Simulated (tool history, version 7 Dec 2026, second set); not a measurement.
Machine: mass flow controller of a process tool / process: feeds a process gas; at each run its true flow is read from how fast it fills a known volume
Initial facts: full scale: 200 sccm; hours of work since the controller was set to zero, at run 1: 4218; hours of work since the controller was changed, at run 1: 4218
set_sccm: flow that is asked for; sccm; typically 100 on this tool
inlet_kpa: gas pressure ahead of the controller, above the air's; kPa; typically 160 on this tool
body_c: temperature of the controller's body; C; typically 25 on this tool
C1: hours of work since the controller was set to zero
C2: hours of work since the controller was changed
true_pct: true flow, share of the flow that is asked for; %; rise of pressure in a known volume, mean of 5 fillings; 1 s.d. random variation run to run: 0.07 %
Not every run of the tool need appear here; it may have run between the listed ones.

Run 1, hour 0.0: usual settings; C1 4218; C2 4218. Result: true_pct 98.56 %.
Run 2, hour 176.0: usual settings but set_sccm 168 sccm; C1 4312; C2 4312. Result: true_pct 99.71 %.
Run 3, hour 389.6: usual settings but set_sccm 168 sccm; C1 4427; C2 4427. Result: true_pct 99.54 %.
Run 4, hour 656.5: usual settings but set_sccm 168 sccm; C1 4570; C2 4570. Result: true_pct 99.30 %.
Run 5, hour 861.6: usual settings but set_sccm 168 sccm; C1 4680; C2 4680. Result: true_pct 99.28 %.
Run 6, hour 1064.6: usual settings but set_sccm 32 sccm; C1 4788; C2 4788. Result: true_pct 96.93 %.
Run 7, hour 1258.0: usual settings but set_sccm 32 sccm; C1 4892; C2 4892. Result: true_pct 96.99 %.
Run 8, hour 1412.3: usual settings but set_sccm 32 sccm; C1 4975; C2 4975. Result: true_pct 96.86 %.
Run 9, hour 1591.8: usual settings but set_sccm 32 sccm; C1 5071; C2 5071. Result: true_pct 96.79 %.
Run 10, hour 1722.2: usual settings but set_sccm 32 sccm; C1 5141; C2 5141. Result: true_pct 96.60 %.
Run 11, hour 1978.2: usual settings but set_sccm 32 sccm; C1 5278; C2 5278. Result: true_pct 96.49 %.
Run 12, hour 2191.3: usual settings but set_sccm 32 sccm; C1 5392; C2 5392. Result: true_pct 96.43 %.
Run 13, hour 2327.9: usual settings but set_sccm 32 sccm; C1 5465; C2 5465. Result: true_pct 96.21 %.
Run 14, hour 2559.0: usual settings but set_sccm 30 sccm, inlet_kpa 196 kPa, body_c 20 C; C1 5589; C2 5589. Result: true_pct 95.40 %.
Run 15, hour 2781.6: usual settings but set_sccm 131 sccm, inlet_kpa 236 kPa, body_c 20 C; C1 5709; C2 5709. Result: true_pct 96.50 %.
Run 16, hour 3010.6: usual settings but set_sccm 131 sccm, inlet_kpa 236 kPa, body_c 20 C; C1 5831; C2 5831. Result: true_pct 96.58 %.
Run 17, hour 3198.2: usual settings but set_sccm 25 sccm, inlet_kpa 176 kPa, body_c 22 C; C1 5932; C2 5932. Result: true_pct 95.25 %.
Run 18, hour 3472.1: usual settings but set_sccm 25 sccm, inlet_kpa 176 kPa, body_c 22 C; C1 6079; C2 6079. Result: true_pct 95.19 %.
Run 19, hour 3620.4: usual settings but set_sccm 39 sccm, inlet_kpa 176 kPa, body_c 26 C; C1 6158; C2 6158. Result: true_pct 95.74 %.
At hour 3701.1: gauge calibrated.
Run 20, hour 3832.3: usual settings but set_sccm 39 sccm, inlet_kpa 210 kPa, body_c 31 C; C1 6272; C2 6272. Result: true_pct 97.91 %.
Run 21, hour 4044.5: usual settings but set_sccm 50 sccm, inlet_kpa 272 kPa; C1 6385; C2 6385. Result: true_pct 97.19 %.
Run 22, hour 4206.2: usual settings but set_sccm 34 sccm; C1 6472; C2 6472. Result: true_pct 97.41 %.
Run 23, hour 4493.6: usual settings but set_sccm 96 sccm, body_c 31 C; C1 6626; C2 6626. Result: true_pct 98.76 %.
Run 24, hour 4664.3: usual settings but set_sccm 41 sccm, body_c 32 C; C1 6718; C2 6718. Result: true_pct 98.13 %.
Run 25, hour 4890.5: usual settings but set_sccm 26 sccm, body_c 23 C; C1 6839; C2 6839. Result: true_pct 96.68 %.

Measured minus without-hidden-state, run by run (identical run-to-run variation in each term; gauge scatter may differ):
The tool's hidden condition here consists of: flow at rest that the sensor doesn't see, % of full scale; true flow over the shown one, %; drift of the gauge itself on true_pct, %.
run  true_pct
  1     +0.02
  2     -0.09
  3     -0.21
  4     -0.37
  5     -0.49
  6     -0.58
  7     -0.69
  8     -0.78
  9     -0.88
 10     -0.95
 11     -1.09
 12     -1.21
 13     -1.30
 14     -1.41
 15     -1.57
 16     -1.71
 17     -1.77
 18     -1.92
 19     -2.04
 20     -0.04
 21     -0.16
 22     -0.25
 23     -0.44
 24     -0.52
 25     -0.63
